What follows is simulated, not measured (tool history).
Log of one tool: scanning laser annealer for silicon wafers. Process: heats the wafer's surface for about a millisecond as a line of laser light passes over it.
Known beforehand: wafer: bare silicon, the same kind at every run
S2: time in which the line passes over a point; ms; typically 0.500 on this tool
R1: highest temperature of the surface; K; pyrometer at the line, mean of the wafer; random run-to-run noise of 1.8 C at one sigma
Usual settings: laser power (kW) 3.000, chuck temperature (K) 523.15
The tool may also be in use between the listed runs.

run 1 day=0.000 | laser_power_(kW)=3.000 S2=0.500 chuck_temperature_(K)=523.15 | R1=1268.15
run 2 day=3.408 | laser_power_(kW)=3.000 S2=0.500 chuck_temperature_(K)=523.15 | R1=1263.15
run 3 day=7.129 | laser_power_(kW)=3.027 S2=0.500 chuck_temperature_(K)=523.15 | R1=1266.15
-- day=7.917 window over the wafer cleaned
run 4 day=9.558 | laser_power_(kW)=3.000 S2=0.463 chuck_temperature_(K)=523.15 | R1=1262.15
run 5 day=11.467 | laser_power_(kW)=3.000 S2=0.463 chuck_temperature_(K)=523.15 | R1=1262.15
run 6 day=15.142 | laser_power_(kW)=3.000 S2=0.500 chuck_temperature_(K)=523.15 | R1=1284.15
run 7 day=17.062 | laser_power_(kW)=3.000 S2=0.500 chuck_temperature_(K)=523.15 | R1=1280.15
run 8 day=20.454 | laser_power_(kW)=3.000 S2=0.500 chuck_temperature_(K)=551.15 | R1=1303.15
run 9 day=22.267 | laser_power_(kW)=3.000 S2=0.500 chuck_temperature_(K)=551.15 | R1=1305.15
-- day=23.167 optics aligned, line set to its width
run 10 day=25.538 | laser_power_(kW)=3.000 S2=0.500 chuck_temperature_(K)=551.15 | R1=1314.15
run 11 day=27.683 | laser_power_(kW)=3.063 S2=0.437 chuck_temperature_(K)=508.15 | R1=1233.15
run 12 day=29.938 | laser_power_(kW)=3.063 S2=0.437 chuck_temperature_(K)=508.15 | R1=1230.15
run 13 day=31.888 | laser_power_(kW)=3.000 S2=0.500 chuck_temperature_(K)=521.15 | R1=1275.15
run 14 day=34.650 | laser_power_(kW)=3.165 S2=0.393 chuck_temperature_(K)=525.15 | R1=1227.15
run 15 day=38.008 | laser_power_(kW)=3.244 S2=0.500 chuck_temperature_(K)=524.15 | R1=1330.15
run 16 day=40.575 | laser_power_(kW)=3.244 S2=0.505 chuck_temperature_(K)=524.15 | R1=1329.15
run 17 day=44.388 | laser_power_(kW)=3.000 S2=0.367 chuck_temperature_(K)=551.15 | R1=1188.15
-- day=47.392 window over the wafer cleaned
run 18 day=47.950 | laser_power_(kW)=2.854 S2=0.477 chuck_temperature_(K)=541.15 | R1=1260.15
run 19 day=51.308 | laser_power_(kW)=3.000 S2=0.576 chuck_temperature_(K)=522.15 | R1=1339.15

Below are 5 alternative next runs, each starting from the tool's condition after run 19. Predict each:
run A day=53.283 | laser_power_(kW)=2.919 S2=0.513 chuck_temperature_(K)=523.15 | R1=?
run B day=53.283 | laser_power_(kW)=3.000 S2=0.364 chuck_temperature_(K)=522.15 | R1=?
run C day=53.283 | laser_power_(kW)=2.780 S2=0.499 chuck_temperature_(K)=516.15 | R1=?
run D day=53.283 | laser_power_(kW)=3.290 S2=0.558 chuck_temperature_(K)=534.15 | R1=?
run E day=53.283 | laser_power_(kW)=3.000 S2=0.368 chuck_temperature_(K)=514.15 | R1=?

run=A R1=1276.15
run=B R1=1178.15
run=C R1=1223.15
run=D R1=1409.15
run=E R1=1167.15
With the hidden condition removed and each run's random variation left untouched, the same runs would have given:
run=A R1=1290.15
run=B R1=1190.15
run=C R1=1237.15
run=D R1=1425.15
run=E R1=1179.15

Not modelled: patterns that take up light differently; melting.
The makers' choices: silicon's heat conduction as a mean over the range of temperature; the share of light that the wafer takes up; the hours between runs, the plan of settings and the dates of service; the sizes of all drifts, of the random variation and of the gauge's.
